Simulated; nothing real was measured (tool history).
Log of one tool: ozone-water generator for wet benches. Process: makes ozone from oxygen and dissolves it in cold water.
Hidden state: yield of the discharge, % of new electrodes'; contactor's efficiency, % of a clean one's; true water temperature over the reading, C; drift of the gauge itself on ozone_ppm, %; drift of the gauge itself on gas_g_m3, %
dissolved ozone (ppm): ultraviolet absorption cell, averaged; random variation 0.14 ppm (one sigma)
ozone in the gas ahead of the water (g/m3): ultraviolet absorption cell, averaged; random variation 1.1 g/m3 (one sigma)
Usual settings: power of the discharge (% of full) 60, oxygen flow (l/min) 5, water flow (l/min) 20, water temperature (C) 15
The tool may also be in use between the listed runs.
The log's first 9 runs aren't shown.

| run | day | power of the discharge (% of full) | oxygen flow (l/min) | water flow (l/min) | water temperature (C) | hours of work since the electrodes were changed | hours of work since the contactor was cleaned | hours of work since the thermometer was calibrated | dissolved ozone (ppm) | ozone in the gas ahead of the water (g/m3) |
|---|---|---|---|---|---|---|---|---|---|---|
| 10 | 7.804 | 60 | 8.82 | 20 | 15 | 1347 | 1940 | 1428 | 15.9 | 135.3 |
| 11 | 8.488 | 60 | 5 | 20 | 15 | 1362 | 1955 | 1444 | 17.3 | 198.5 |
| 12 | 9.725 | 60 | 5 | 20 | 15 | 1390 | 1983 | 1471 | 17.3 | 196.8 |
| 13 | 10.288 | 60 | 5 | 20 | 15 | 1402 | 1995 | 1484 | 17.4 | 195.4 |
| 14 | 11.588 | 60 | 5 | 20 | 15 | 1432 | 2024 | 1513 | 17.8 | 194.5 |
| 15 | 12.625 | 60 | 5 | 20 | 8 | 1455 | 2048 | 1536 | 19.3 | 195.8 |
| 16 | 13.683 | 98 | 5 | 20 | 15 | 1479 | 2071 | 1560 | 24.4 | 276.4 |
| 17 | 14.521 | 60 | 5 | 22 | 15 | 1497 | 2090 | 1579 | 15.9 | 197.9 |
| 18 | 15.667 | 76 | 3.58 | 20 | 11 | 1523 | 2116 | 1605 | 21.6 | 286.6 |
| 19 | 16.242 | 100 | 5.38 | 20 | 11 | 1536 | 2129 | 1617 | 26.3 | 266.4 |
| 20 | 16.904 | 100 | 5.38 | 20 | 11 | 1551 | 2144 | 1632 | 25.9 | 265.9 |

Run 21 comes next. What will it give?
| 21 | 18.212 | 100 | 5.38 | 20 | 11 | 1580 | 2173 | 1662 | ? | ? |

dissolved ozone (ppm): 26
ozone in the gas ahead of the water (g/m3): 265.1
Without the tool's hidden state the same run would have given dissolved ozone (ppm) 26, ozone in the gas ahead of the water (g/m3) 271.6.
